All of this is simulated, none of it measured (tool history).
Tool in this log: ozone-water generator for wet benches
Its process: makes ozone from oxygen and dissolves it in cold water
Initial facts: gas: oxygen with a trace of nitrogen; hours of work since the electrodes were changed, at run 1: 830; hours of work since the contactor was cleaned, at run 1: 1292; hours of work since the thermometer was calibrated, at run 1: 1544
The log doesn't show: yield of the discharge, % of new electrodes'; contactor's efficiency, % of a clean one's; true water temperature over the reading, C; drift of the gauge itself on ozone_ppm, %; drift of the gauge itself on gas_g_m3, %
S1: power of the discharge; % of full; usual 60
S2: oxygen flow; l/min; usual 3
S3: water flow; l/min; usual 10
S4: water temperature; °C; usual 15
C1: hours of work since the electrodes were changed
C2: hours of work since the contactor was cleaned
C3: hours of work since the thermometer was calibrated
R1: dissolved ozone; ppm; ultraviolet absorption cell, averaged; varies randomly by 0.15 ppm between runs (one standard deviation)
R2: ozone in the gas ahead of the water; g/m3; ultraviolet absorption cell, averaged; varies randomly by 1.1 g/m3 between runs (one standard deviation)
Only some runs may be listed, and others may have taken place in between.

{"run": 1, "hour": 0.0, "S1": 60, "S2": 3, "S3": 10, "S4": 15, "C1": 830, "C2": 1292, "C3": 1544, "R1": 17.9, "R2": 189.9}
{"run": 2, "hour": 14.1, "S1": 60, "S2": 3, "S3": 10, "S4": 15, "C1": 844, "C2": 1306, "C3": 1558, "R1": 17.7, "R2": 189.4}
{"run": 3, "hour": 46.0, "S1": 60, "S2": 3, "S3": 10, "S4": 15, "C1": 876, "C2": 1337, "C3": 1589, "R1": 18, "R2": 188.9}
{"run": 4, "hour": 74.8, "S1": 60, "S2": 3, "S3": 10, "S4": 22, "C1": 904, "C2": 1366, "C3": 1618, "R1": 16.2, "R2": 188.7}
{"run": 5, "hour": 99.5, "S1": 60, "S2": 3, "S3": 10, "S4": 22, "C1": 928, "C2": 1390, "C3": 1642, "R1": 15.9, "R2": 187.7}
{"run": 6, "hour": 125.5, "S1": 60, "S2": 3, "S3": 10, "S4": 22, "C1": 953, "C2": 1415, "C3": 1667, "R1": 16.2, "R2": 186.5}
{"run": 7, "hour": 142.8, "S1": 60, "S2": 3, "S3": 10, "S4": 22, "C1": 970, "C2": 1432, "C3": 1684, "R1": 16, "R2": 189.5}
{"run": 8, "hour": 174.8, "S1": 60, "S2": 3.06, "S3": 10, "S4": 15, "C1": 1002, "C2": 1464, "C3": 1716, "R1": 17.8, "R2": 185}
{"run": 9, "hour": 195.9, "S1": 60, "S2": 3, "S3": 10, "S4": 15, "C1": 1023, "C2": 1484, "C3": 1736, "R1": 17.9, "R2": 187.3}
{"run": 10, "hour": 227.6, "S1": 60, "S2": 3, "S3": 10, "S4": 15, "C1": 1054, "C2": 1516, "C3": 1767, "R1": 17.9, "R2": 187.8}
{"run": 11, "hour": 259.3, "S1": 60, "S2": 4.22, "S3": 10, "S4": 15, "C1": 1085, "C2": 1547, "C3": 1799, "R1": 17.6, "R2": 158.7}
{"run": 12, "hour": 290.5, "S1": 60, "S2": 3, "S3": 10, "S4": 15, "C1": 1115, "C2": 1577, "C3": 1829, "R1": 17.6, "R2": 188.4}
{"run": 13, "hour": 315.7, "S1": 60, "S2": 3, "S3": 10, "S4": 15, "C1": 1140, "C2": 1602, "C3": 1854, "R1": 17.4, "R2": 185.8}
{"run": 14, "hour": 336.9, "S1": 60, "S2": 3, "S3": 10, "S4": 15, "C1": 1161, "C2": 1623, "C3": 1875, "R1": 17.6, "R2": 187.1}
{"run": 15, "hour": 362.9, "S1": 60, "S2": 3, "S3": 10, "S4": 15, "C1": 1186, "C2": 1648, "C3": 1900, "R1": 17.8, "R2": 185.1}
{"run": 16, "hour": 393.6, "S1": 60, "S2": 3, "S3": 10, "S4": 9, "C1": 1217, "C2": 1678, "C3": 1930, "R1": 19.1, "R2": 188.1}
{"run": 17, "hour": 411.7, "S1": 60, "S2": 3, "S3": 10, "S4": 9, "C1": 1234, "C2": 1696, "C3": 1948, "R1": 19.4, "R2": 185.5}
{"hour": 413.9, "done": "water thermometer calibrated"}
{"run": 18, "hour": 427.9, "S1": 60, "S2": 3, "S3": 10, "S4": 9, "C1": 1250, "C2": 1712, "C3": 14, "R1": 19.2, "R2": 188.4}
{"run": 19, "hour": 451.6, "S1": 43, "S2": 1.89, "S3": 7, "S4": 9, "C1": 1273, "C2": 1735, "C3": 37, "R1": 20.2, "R2": 180.4}
{"run": 20, "hour": 483.6, "S1": 94, "S2": 2.41, "S3": 7, "S4": 9, "C1": 1304, "C2": 1766, "C3": 68, "R1": 38.6, "R2": 305}
{"run": 21, "hour": 507.7, "S1": 80, "S2": 4.69, "S3": 14, "S4": 15, "C1": 1328, "C2": 1790, "C3": 92, "R1": 16, "R2": 189.9}
{"run": 22, "hour": 521.4, "S1": 60, "S2": 3, "S3": 10, "S4": 15, "C1": 1341, "C2": 1803, "C3": 105, "R1": 17.7, "R2": 186.5}
{"run": 23, "hour": 544.3, "S1": 60, "S2": 2.08, "S3": 10, "S4": 15, "C1": 1364, "C2": 1826, "C3": 128, "R1": 17.1, "R2": 225.4}
{"run": 24, "hour": 560.8, "S1": 74, "S2": 4.6, "S3": 13, "S4": 15, "C1": 1380, "C2": 1842, "C3": 144, "R1": 16.2, "R2": 178.5}
{"hour": 563.2, "done": "water thermometer calibrated, once more"}
{"run": 25, "hour": 583.8, "S1": 64, "S2": 3, "S3": 10, "S4": 15, "C1": 1402, "C2": 1864, "C3": 20, "R1": 18.3, "R2": 197.7}
{"run": 26, "hour": 608.7, "S1": 64, "S2": 3, "S3": 10, "S4": 15, "C1": 1427, "C2": 1889, "C3": 45, "R1": 18.7, "R2": 196.3}
{"run": 27, "hour": 630.5, "S1": 64, "S2": 3, "S3": 10, "S4": 15, "C1": 1448, "C2": 1910, "C3": 66, "R1": 18.4, "R2": 195.9}

Expected results for the next run?
{"run": 28, "hour": 647.8, "S1": 41, "S2": 1.97, "S3": 10, "S4": 15, "C1": 1465, "C2": 1927, "C3": 83, "R1": "?", "R2": "?"}

R1: 12.3 ppm
R2: 166.6 g/m3
With no hidden state in the tool, this same run would have given R1 13 ppm, R2 170.3 g/m3.
